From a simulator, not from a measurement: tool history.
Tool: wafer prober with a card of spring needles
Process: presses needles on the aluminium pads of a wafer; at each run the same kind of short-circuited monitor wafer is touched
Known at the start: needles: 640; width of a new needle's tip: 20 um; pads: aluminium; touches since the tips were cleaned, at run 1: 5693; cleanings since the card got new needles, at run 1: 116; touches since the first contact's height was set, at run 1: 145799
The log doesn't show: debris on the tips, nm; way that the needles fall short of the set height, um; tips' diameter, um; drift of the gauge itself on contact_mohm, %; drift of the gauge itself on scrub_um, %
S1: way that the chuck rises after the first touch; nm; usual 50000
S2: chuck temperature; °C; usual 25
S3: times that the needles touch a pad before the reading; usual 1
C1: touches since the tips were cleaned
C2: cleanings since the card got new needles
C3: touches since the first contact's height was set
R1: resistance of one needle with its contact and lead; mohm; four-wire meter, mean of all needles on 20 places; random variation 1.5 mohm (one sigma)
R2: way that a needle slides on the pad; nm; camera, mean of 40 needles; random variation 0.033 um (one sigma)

| run | hour | S1 | S2 | S3 | C1 | C2 | C3 | R1 | R2 |
|---|---|---|---|---|---|---|---|---|---|
| 1 | 0 | 50000 | 25 | 1 | 5693 | 116 | 145799 | 309 | 8350 |
|  | 5.3 | tips cleaned on abrasive film |
|  | 21.3 | tips cleaned on abrasive film |
| 2 | 29 | 37000 | 25 | 1 | 4948 | 118 | 164315 | 452 | 6060 |
|  | 37.8 | tips cleaned on abrasive film |
|  | 51.9 | tips cleaned on abrasive film |
| 3 | 63.1 | 37000 | 25 | 1 | 7230 | 120 | 186174 | 490 | 5940 |
|  | 66.5 | tips cleaned on abrasive film |
|  | 79.9 | tips cleaned on abrasive film |
|  | 92.3 | height of the first contact set anew |
|  | 95.7 | tips cleaned on abrasive film |
| 4 | 100.7 | 37000 | 25 | 1 | 3203 | 123 | 5325 | 384 | 6330 |
|  | 110.3 | tips cleaned on abrasive film |
| 5 | 122.3 | 50000 | 25 | 2 | 7679 | 124 | 19133 | 253 | 8590 |
|  | 125.7 | tips cleaned on abrasive film |
|  | 139.7 | tips cleaned on abrasive film |
| 6 | 144.6 | 50000 | 25 | 2 | 3165 | 126 | 33367 | 234 | 8560 |
|  | 155.6 | tips cleaned on abrasive film |
|  | 169.7 | tips cleaned on abrasive film |
|  | 183.1 | tips cleaned on abrasive film |
| 7 | 188.8 | 50000 | 25 | 2 | 3668 | 129 | 61660 | 232 | 8540 |
|  | 197.8 | tips cleaned on abrasive film |
|  | 212.4 | tips cleaned on abrasive film |
| 8 | 213.1 | 50000 | 25 | 2 | 450 | 131 | 77136 | 170 | 8460 |
|  | 225 | tips cleaned on abrasive film, once more |
|  | 238.6 | tips cleaned on abrasive film |
|  | 253.6 | tips cleaned on abrasive film |
| 9 | 253.6 | 50000 | 25 | 2 | 0 | 134 | 102998 | 153 | 8470 |
|  | 268.4 | tips cleaned on abrasive film |
|  | 284.1 | tips cleaned on abrasive film |
| 10 | 291 | 50000 | 38 | 2 | 4418 | 136 | 126948 | 242 | 8430 |
|  | 298.3 | tips cleaned on abrasive film |
|  | 313.5 | tips cleaned on abrasive film |
|  | 327.2 | tips cleaned on abrasive film |
| 11 | 327.2 | 61000 | 25 | 1 | 0 | 139 | 150102 | 154 | 10210 |
|  | 343.4 | tips cleaned on abrasive film |
|  | 357.6 | tips cleaned on abrasive film |
| 12 | 357.6 | 61000 | 25 | 1 | 0 | 141 | 169521 | 156 | 10200 |
|  | 372.3 | tips cleaned on abrasive film |
| 13 | 380.4 | 61000 | 25 | 2 | 5173 | 142 | 184107 | 215 | 10150 |
|  | 386.2 | tips cleaned on abrasive film |
|  | 399.8 | tips cleaned on abrasive film |
| 14 | 404.1 | 51000 | 25 | 3 | 2780 | 144 | 199275 | 193 | 8470 |
|  | 413.1 | height of the first contact set anew |
|  | 415.8 | tips cleaned on abrasive film |
|  | 430.6 | tips cleaned on abrasive film |
| 15 | 443.2 | 67000 | 37 | 2 | 8139 | 146 | 19253 | 207 | 11550 |
|  | 445.8 | tips cleaned on abrasive film |
|  | 459.4 | tips cleaned on abrasive film |
| 16 | 469.3 | 34000 | 46 | 1 | 6345 | 148 | 35894 | 522 | 5760 |
|  | 474.7 | tips cleaned on abrasive film |
|  | 489 | tips cleaned on abrasive film |
|  | 505.6 | tips cleaned on abrasive film |
| 17 | 513.4 | 34000 | 46 | 1 | 5010 | 151 | 64083 | 494 | 5700 |
|  | 519.1 | tips cleaned on abrasive film |
|  | 534.4 | tips cleaned on abrasive film |
| 18 | 544.2 | 67000 | 46 | 1 | 6291 | 153 | 83795 | 249 | 11360 |
|  | 550 | tips cleaned on abrasive film |
|  | 565.2 | tips cleaned on abrasive film |
|  | 580.4 | tips cleaned on abrasive film |
| 19 | 580.5 | 65000 | 36 | 3 | 63 | 156 | 106982 | 147 | 11000 |
|  | 596.3 | tips cleaned on abrasive film |
| 20 | 609.2 | 65000 | 124 | 2 | 8338 | 157 | 125399 | 219 | 11020 |
|  | 612.6 | tips cleaned on abrasive film |
|  | 627.4 | tips cleaned on abrasive film |
| 21 | 639.5 | 65000 | 73 | 2 | 7755 | 159 | 144758 | 217 | 10900 |
|  | 641.7 | tips cleaned on abrasive film |
|  | 656.4 | tips cleaned on abrasive film |
|  | 670.4 | tips cleaned on abrasive film |
| 22 | 679.5 | 65000 | 73 | 2 | 5860 | 162 | 170320 | 213 | 10890 |
|  | 686.2 | tips cleaned on abrasive film |
|  | 701 | tips cleaned on abrasive film |
| 23 | 712.8 | 65000 | 73 | 2 | 7561 | 164 | 191616 | 219 | 10860 |

4 ways to go on from here, each from the tool as it stands after run 23. What would each give?
|  | 715.2 | tips cleaned on abrasive film |
|  | 730.4 | tips cleaned on abrasive film |
|  | 733.3 | height of the first contact set anew |
|  | 745.1 | tips cleaned on abrasive film |
|  | 759.4 | tips cleaned on abrasive film |
| A | 759.4 | 50000 | 25 | 2 | 0 | 168 | 16635 | ? | ? |
|  | 715.2 | tips cleaned on abrasive film |
|  | 730.4 | tips cleaned on abrasive film |
|  | 733.3 | height of the first contact set anew |
|  | 745.1 | tips cleaned on abrasive film |
|  | 759.4 | tips cleaned on abrasive film |
| B | 759.4 | 50000 | 25 | 2 | 0 | 168 | 16635 | ? | ? |
|  | 715.2 | tips cleaned on abrasive film |
|  | 730.4 | tips cleaned on abrasive film |
|  | 733.3 | height of the first contact set anew |
|  | 745.1 | tips cleaned on abrasive film |
|  | 759.4 | tips cleaned on abrasive film |
| C | 759.4 | 51000 | 27 | 2 | 0 | 168 | 16635 | ? | ? |
|  | 715.2 | tips cleaned on abrasive film |
|  | 730.4 | tips cleaned on abrasive film |
|  | 733.3 | height of the first contact set anew |
|  | 745.1 | tips cleaned on abrasive film |
|  | 759.4 | tips cleaned on abrasive film |
| D | 759.4 | 68000 | 25 | 1 | 0 | 168 | 16635 | ? | ? |

| run | R1 | R2 |
|---|---|---|
| A | 156 | 8550 |
| B | 148 | 8570 |
| C | 153 | 8740 |
| D | 149 | 11670 |
Without the tool's hidden state the same runs would have given:
| run | R1 | R2 |
|---|---|---|
| A | 148 | 8580 |
| B | 139 | 8600 |
| C | 145 | 8770 |
| D | 142 | 11700 |
